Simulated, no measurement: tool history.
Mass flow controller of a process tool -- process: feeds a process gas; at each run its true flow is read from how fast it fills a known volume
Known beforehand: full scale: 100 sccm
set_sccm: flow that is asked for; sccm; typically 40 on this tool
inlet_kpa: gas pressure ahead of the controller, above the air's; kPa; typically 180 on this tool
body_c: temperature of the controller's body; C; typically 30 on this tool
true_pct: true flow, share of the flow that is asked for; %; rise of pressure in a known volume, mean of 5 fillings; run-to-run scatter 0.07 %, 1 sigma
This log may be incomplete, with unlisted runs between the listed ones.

Run 1, hour 0: usual settings. Result: true_pct 98.9 %.
Run 2, hour 437.6: usual settings. Result: true_pct 98.76 %.
Run 3, hour 904.4: usual settings. Result: true_pct 98.74 %.
Run 4, hour 1446.3: usual settings. Result: true_pct 98.53 %.
Run 5, hour 1776.2: usual settings. Result: true_pct 98.29 %.
Run 6, hour 2358: usual settings. Result: true_pct 98.3 %.
Run 7, hour 2594: usual settings. Result: true_pct 98.14 %.
Run 8, hour 3091.6: usual settings. Result: true_pct 97.98 %.
Run 9, hour 3368: usual settings but body_c 25 C. Result: true_pct 97.75 %.
Run 10, hour 3807.7: usual settings. Result: true_pct 97.63 %.
Run 11, hour 4236.5: usual settings. Result: true_pct 97.75 %.
Run 12, hour 4644.2: usual settings but set_sccm 24 sccm. Result: true_pct 97.02 %.
Run 13, hour 5010.6: usual settings but set_sccm 25 sccm, body_c 27 C. Result: true_pct 96.96 %.
At hour 5314.6: gauge calibrated.
Run 14, hour 5368.1: usual settings but inlet_kpa 227 kPa, body_c 26 C. Result: true_pct 98.58 %.
Run 15, hour 5696.5: usual settings but inlet_kpa 227 kPa, body_c 26 C. Result: true_pct 98.51 %.
Run 16, hour 6241.7: usual settings but inlet_kpa 227 kPa, body_c 26 C. Result: true_pct 98.34 %.
Run 17, hour 6737.9: usual settings but set_sccm 57 sccm, inlet_kpa 173 kPa, body_c 32 C. Result: true_pct 99.01 %.
Run 18, hour 6977.4: usual settings but set_sccm 51 sccm, inlet_kpa 141 kPa, body_c 23 C. Result: true_pct 98.78 %.
Run 19, hour 7410: usual settings but set_sccm 51 sccm, inlet_kpa 141 kPa, body_c 23 C. Result: true_pct 98.52 %.
Run 20, hour 7870.9: usual settings but set_sccm 45 sccm, inlet_kpa 255 kPa. Result: true_pct 97.9 %.

Hidden state or all else? Some run-to-run changes of true_pct, split into what the settings, what came in and random variation would give without the hidden state, and what is left for the hidden state (with any gauge scatter that isn't in both results):
What the log doesn't record here: flow at rest that the sensor doesn't see, % of full scale; true flow over the shown one, %; drift of the gauge itself on true_pct, %.
Run 5 -> 6: no setting changed, nothing entered. true_pct +0.01 %: hidden state -0.19, all else +0.2.
Run 11 -> 12: set_sccm 40 -> 24. true_pct -0.73 %: hidden state -0.12, all else -0.61.
Run 13 -> 14: set_sccm 25 -> 40, inlet_kpa 180 -> 227, body_c 27 -> 26, gauge calibrated. true_pct +1.62 %: hidden state +1.51, all else +0.11.

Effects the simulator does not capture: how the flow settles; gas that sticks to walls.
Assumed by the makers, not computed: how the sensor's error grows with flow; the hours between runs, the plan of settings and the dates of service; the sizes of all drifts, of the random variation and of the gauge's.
